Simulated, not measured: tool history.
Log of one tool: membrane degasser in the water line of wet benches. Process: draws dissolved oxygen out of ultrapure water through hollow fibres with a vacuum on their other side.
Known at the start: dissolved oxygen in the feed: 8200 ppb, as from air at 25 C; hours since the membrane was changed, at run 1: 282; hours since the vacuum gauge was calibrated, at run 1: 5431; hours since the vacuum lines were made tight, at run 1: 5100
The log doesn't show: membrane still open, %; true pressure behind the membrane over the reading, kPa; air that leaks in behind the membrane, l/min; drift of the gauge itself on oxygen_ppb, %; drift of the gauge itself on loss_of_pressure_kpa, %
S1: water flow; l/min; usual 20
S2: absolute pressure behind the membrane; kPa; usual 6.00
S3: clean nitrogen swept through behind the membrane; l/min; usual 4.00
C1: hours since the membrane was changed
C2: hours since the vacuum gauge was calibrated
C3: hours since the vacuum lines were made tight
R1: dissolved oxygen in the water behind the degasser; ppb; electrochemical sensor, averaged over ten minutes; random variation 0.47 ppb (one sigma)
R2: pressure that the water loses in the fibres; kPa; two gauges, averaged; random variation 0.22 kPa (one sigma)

run,hour,S1,S2,S3,C1,C2,C3,R1,R2
1,0.0,20,6.00,4.00,282,5431,5100,43.7,55.66
2,45.9,20,6.00,4.00,328,5477,5146,45.3,55.94
# hour 54.8: vacuum gauge calibrated
3,92.8,20,6.00,4.00,374,38,5192,48.4,55.77
4,131.0,20,6.00,4.00,412,76,5230,48.0,56.10
5,175.4,20,6.00,4.00,457,121,5275,48.5,55.19
6,208.2,20,6.00,4.00,490,153,5308,48.4,55.70
# hour 213.1: vacuum gauge calibrated, once more
7,251.1,20,6.00,4.00,532,38,5350,37.1,55.86
8,272.2,20,6.00,4.00,553,59,5371,37.2,56.18
9,296.1,20,6.00,4.00,577,83,5395,36.3,56.37
10,344.1,20,6.00,5.94,625,131,5443,25.5,55.99
11,368.8,20,6.00,5.94,650,156,5468,27.3,55.65
12,409.9,20,6.00,5.94,691,197,5509,25.9,55.71
13,435.4,20,6.00,7.85,716,222,5534,20.0,55.97
14,469.9,20,6.00,7.85,751,257,5569,21.3,55.93
15,503.9,20,4.55,7.85,785,291,5603,11.1,56.37
16,530.8,20,4.55,7.85,812,318,5630,11.4,55.97
17,556.4,20,4.55,7.85,837,343,5655,11.7,56.00
18,583.4,31,6.00,6.21,864,370,5682,41.0,86.94
19,626.5,31,6.00,6.21,907,413,5725,41.4,86.34
20,647.3,13,3.92,2.91,928,434,5746,9.1,36.68
# hour 671.3: seals of the vacuum lines changed
21,675.9,15,6.00,4.00,955,461,5,27.0,42.30
22,700.6,15,6.00,4.00,980,486,29,27.1,42.11
23,723.4,15,6.00,4.00,1002,508,52,27.5,41.88
24,751.3,14,8.40,1.64,1030,536,80,107.2,39.52
25,771.7,16,13.12,2.29,1051,557,100,166.8,44.94
26,813.6,14,6.35,2.53,1092,599,142,43.3,39.32
27,855.6,14,12.13,2.53,1134,640,184,118.6,38.91
28,900.8,22,13.77,2.82,1180,686,229,197.9,62.01
29,931.4,15,6.00,1.69,1210,716,260,60.8,42.46
30,952.3,20,11.11,5.89,1231,737,281,69.1,56.26
31,998.2,14,8.55,7.63,1277,783,327,25.6,39.17
32,1032.9,20,5.62,4.00,1312,818,362,32.9,55.91

Forecast each of these 3 alternatives for the next run:
A,1065.5,14,5.81,3.68,1344,850,394,?,?
B,1065.5,21,5.62,4.00,1344,850,394,?,?
C,1065.5,15,7.40,6.92,1344,850,394,?,?

run,R1,R2
A,26.7,39.53
B,34.7,58.77
C,24.7,42.40
Without the tool's hidden state the same runs would have given:
run,R1,R2
A,25.9,39.09
B,33.6,58.11
C,24.2,41.93

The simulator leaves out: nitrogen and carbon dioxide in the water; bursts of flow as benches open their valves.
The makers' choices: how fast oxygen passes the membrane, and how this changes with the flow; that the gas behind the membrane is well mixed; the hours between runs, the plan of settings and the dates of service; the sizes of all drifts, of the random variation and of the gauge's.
